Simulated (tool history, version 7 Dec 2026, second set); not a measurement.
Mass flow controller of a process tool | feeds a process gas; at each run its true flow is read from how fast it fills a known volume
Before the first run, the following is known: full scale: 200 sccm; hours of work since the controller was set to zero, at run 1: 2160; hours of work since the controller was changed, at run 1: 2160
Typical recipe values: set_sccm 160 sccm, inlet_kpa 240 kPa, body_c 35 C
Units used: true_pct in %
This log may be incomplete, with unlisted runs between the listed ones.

| run | hour | set_sccm | inlet_kpa | body_c | hours of work since the controller was set to zero | hours of work since the controller was changed | true_pct |
|---|---|---|---|---|---|---|---|
| 1 | 0.0 | 160 | 240 | 35 | 2160 | 2160 | 100.77 |
| 2 | 149.6 | 56 | 240 | 35 | 2275 | 2275 | 99.68 |
| 3 | 384.9 | 56 | 240 | 35 | 2455 | 2455 | 99.78 |
| 4 | 578.9 | 56 | 240 | 35 | 2603 | 2603 | 99.78 |
| 5 | 777.7 | 25 | 240 | 35 | 2755 | 2755 | 99.42 |
| 6 | 918.5 | 160 | 240 | 35 | 2862 | 2862 | 100.84 |
| 7 | 1199.6 | 160 | 240 | 35 | 3077 | 3077 | 100.75 |
| 8 | 1469.2 | 160 | 240 | 35 | 3283 | 3283 | 100.79 |
| 9 | 1707.2 | 160 | 240 | 35 | 3465 | 3465 | 100.68 |
| 10 | 1981.4 | 160 | 240 | 35 | 3675 | 3675 | 100.83 |
| 11 | 2296.6 | 160 | 240 | 35 | 3915 | 3915 | 100.72 |
| 12 | 2568.8 | 160 | 240 | 35 | 4123 | 4123 | 100.76 |
| 13 | 2724.2 | 160 | 240 | 33 | 4242 | 4242 | 100.50 |
| 14 | 2876.3 | 160 | 240 | 35 | 4358 | 4358 | 100.88 |
| 15 | 3059.0 | 160 | 240 | 35 | 4498 | 4498 | 100.83 |
| 16 | 3404.6 | 182 | 240 | 35 | 4762 | 4762 | 101.02 |
| 17 | 3547.0 | 182 | 240 | 35 | 4871 | 4871 | 101.06 |
| 18 | 3788.6 | 160 | 168 | 35 | 5055 | 5055 | 100.42 |
| 19 | 3979.0 | 160 | 173 | 35 | 5201 | 5201 | 100.53 |
| 20 | 4303.6 | 32 | 240 | 35 | 5449 | 5449 | 99.49 |
| 21 | 4467.9 | 32 | 240 | 35 | 5574 | 5574 | 99.51 |
| 22 | 4741.0 | 104 | 201 | 27 | 5783 | 5783 | 99.18 |
| 23 | 4919.9 | 62 | 168 | 35 | 5920 | 5920 | 99.39 |
| 24 | 5250.2 | 120 | 239 | 34 | 6172 | 6172 | 100.31 |
| 25 | 5397.5 | 120 | 252 | 34 | 6285 | 6285 | 100.37 |
| 26 | 5639.3 | 120 | 252 | 34 | 6469 | 6469 | 100.34 |
| 27 | 5978.7 | 57 | 256 | 33 | 6729 | 6729 | 99.56 |
| 28 | 6181.0 | 56 | 256 | 33 | 6883 | 6883 | 99.58 |
| 29 | 6398.3 | 56 | 256 | 33 | 7049 | 7049 | 99.70 |
|  | 6511.5 | controller exchanged for a calibrated one |
| 30 | 6577.3 | 58 | 202 | 21 | 50 | 50 | 98.16 |
| 31 | 6894.4 | 37 | 228 | 23 | 293 | 293 | 98.30 |
| 32 | 7130.7 | 25 | 228 | 23 | 473 | 473 | 98.19 |
| 33 | 7391.1 | 44 | 174 | 23 | 672 | 672 | 98.07 |
| 34 | 7615.6 | 24 | 240 | 25 | 844 | 844 | 98.41 |
| 35 | 7876.7 | 23 | 222 | 22 | 1043 | 1043 | 97.87 |
| 36 | 8136.4 | 83 | 211 | 37 | 1242 | 1242 | 100.02 |
| 37 | 8311.1 | 81 | 185 | 35 | 1375 | 1375 | 99.51 |
| 38 | 8583.3 | 81 | 185 | 35 | 1583 | 1583 | 99.57 |
| 39 | 8866.7 | 173 | 142 | 35 | 1800 | 1800 | 100.33 |
| 40 | 9123.3 | 160 | 211 | 35 | 1996 | 1996 | 100.71 |
| 41 | 9385.9 | 160 | 211 | 35 | 2196 | 2196 | 100.53 |

How the hidden state differs across the entries between the runs, from the last listed run before each to the first after it:
Between runs 29 and 30: controller exchanged for a calibrated one (hour 6511.5)
  flow at rest that the sensor doesn't see, % of full scale: 0.004 -> 0; true flow over the shown one, %: -0.03 -> 0
